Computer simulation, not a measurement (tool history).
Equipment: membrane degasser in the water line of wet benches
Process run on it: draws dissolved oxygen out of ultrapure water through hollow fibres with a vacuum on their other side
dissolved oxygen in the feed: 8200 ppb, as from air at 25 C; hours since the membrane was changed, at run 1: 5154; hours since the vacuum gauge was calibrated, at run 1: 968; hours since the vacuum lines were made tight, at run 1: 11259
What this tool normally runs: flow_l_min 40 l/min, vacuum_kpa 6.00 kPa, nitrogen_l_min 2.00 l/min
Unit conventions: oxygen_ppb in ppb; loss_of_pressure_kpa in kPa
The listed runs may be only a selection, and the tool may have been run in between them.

run,day,flow_l_min,vacuum_kpa,nitrogen_l_min,hours since the membrane was changed,hours since the vacuum gauge was calibrated,hours since the vacuum lines were made tight,oxygen_ppb,loss_of_pressure_kpa
1,0.000,40,6.00,2.00,5154,968,11259,137.9,47.42
2,4.238,40,6.00,2.00,5256,1070,11360,138.5,46.72
3,8.167,40,6.00,2.00,5350,1164,11455,137.5,47.55
4,12.596,40,6.00,2.00,5457,1271,11561,138.4,47.52
5,19.192,40,12.08,2.00,5615,1429,11719,394.3,47.46
6,22.925,40,12.08,3.54,5704,1518,11809,243.6,47.36
7,28.950,40,12.08,3.54,5849,1663,11953,246.2,47.45
8,33.125,40,6.00,1.45,5949,1763,12054,182.5,47.30
9,37.000,29,5.55,2.00,6042,1856,12147,86.7,34.34
10,44.412,25,11.23,2.00,6220,2034,12324,237.0,29.60
11,50.988,25,11.23,2.00,6378,2192,12482,236.0,29.66

Forecast each of these 5 alternatives for the next run:
A,56.829,42,14.07,2.40,6518,2332,12623,?,?
B,56.829,32,11.23,2.00,6518,2332,12623,?,?
C,56.829,40,11.36,3.85,6518,2332,12623,?,?
D,56.829,46,11.23,1.02,6518,2332,12623,?,?
E,56.829,25,11.23,2.48,6518,2332,12623,?,?

run,oxygen_ppb,loss_of_pressure_kpa
A,430.4,49.64
B,296.9,37.89
C,209.7,47.46
D,681.3,54.78
E,195.2,29.40
Take away the tool's hidden state, keep each run's random variation, and the runs would have read:
run,oxygen_ppb,loss_of_pressure_kpa
A,421.8,48.22
B,289.6,36.80
C,203.5,46.10
D,670.1,53.21
E,189.7,28.55
